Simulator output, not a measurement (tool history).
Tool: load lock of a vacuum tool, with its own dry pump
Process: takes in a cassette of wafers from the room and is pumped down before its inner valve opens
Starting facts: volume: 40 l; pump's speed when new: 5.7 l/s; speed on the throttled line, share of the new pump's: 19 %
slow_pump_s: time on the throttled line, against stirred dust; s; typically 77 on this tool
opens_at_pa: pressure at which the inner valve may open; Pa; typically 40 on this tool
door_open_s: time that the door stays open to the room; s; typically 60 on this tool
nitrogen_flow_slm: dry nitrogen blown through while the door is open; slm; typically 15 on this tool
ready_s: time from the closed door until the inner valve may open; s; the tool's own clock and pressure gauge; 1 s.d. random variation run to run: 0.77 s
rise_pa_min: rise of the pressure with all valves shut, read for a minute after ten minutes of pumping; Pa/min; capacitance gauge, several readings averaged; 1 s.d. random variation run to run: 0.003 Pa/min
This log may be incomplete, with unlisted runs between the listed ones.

run	hour	slow_pump_s	opens_at_pa	door_open_s	nitrogen_flow_slm	incoming humidity of the room's air, %	ready_s	rise_pa_min
1	0	77	40	60	15	44.8	119.2	0.477
2	86.9	77	40	60	15	44.2	118.3	0.485
3	178.1	77	40	27	15	46.7	118.3	0.486
4	253.8	77	57	60	15	45.8	116.6	0.507
5	307.9	77	57	60	15	49.6	117.9	0.502
6	358.4	77	40	60	5	42.8	118.4	0.509
7	440.1	72	40	60	15	42.7	115.5	0.511
8	485.3	72	40	60	15	47.5	115.7	0.513
9	558.7	72	40	60	15	47.3	114.7	0.53
10	645	77	40	60	15	45	121	0.514
11	712.3	77	40	60	15	46.9	119.9	0.525
12	763.9	77	40	60	15	42.7	119	0.54
13	808.9	38	64	33	38	44.6	85.3	0.536
14	854.8	66	53	60	44	43.2	108.7	0.526
15	919.3	77	43	60	6	47.3	121.3	0.555
16	964.9	77	43	60	6	45.1	118.3	0.549
# hour 1013.1: door's seal changed, seat wiped
17	1020.7	91	72	60	6	47.5	127.8	0.037

For run 18, what comes out?
18	1103.2	91	72	60	6	43.9	?	?

Logged for run 18: ready_s 125.8 s, rise_pa_min 0.036 Pa/min.
With no hidden state in the tool, this same run would have given ready_s 124.2 s, rise_pa_min 0.036 Pa/min.
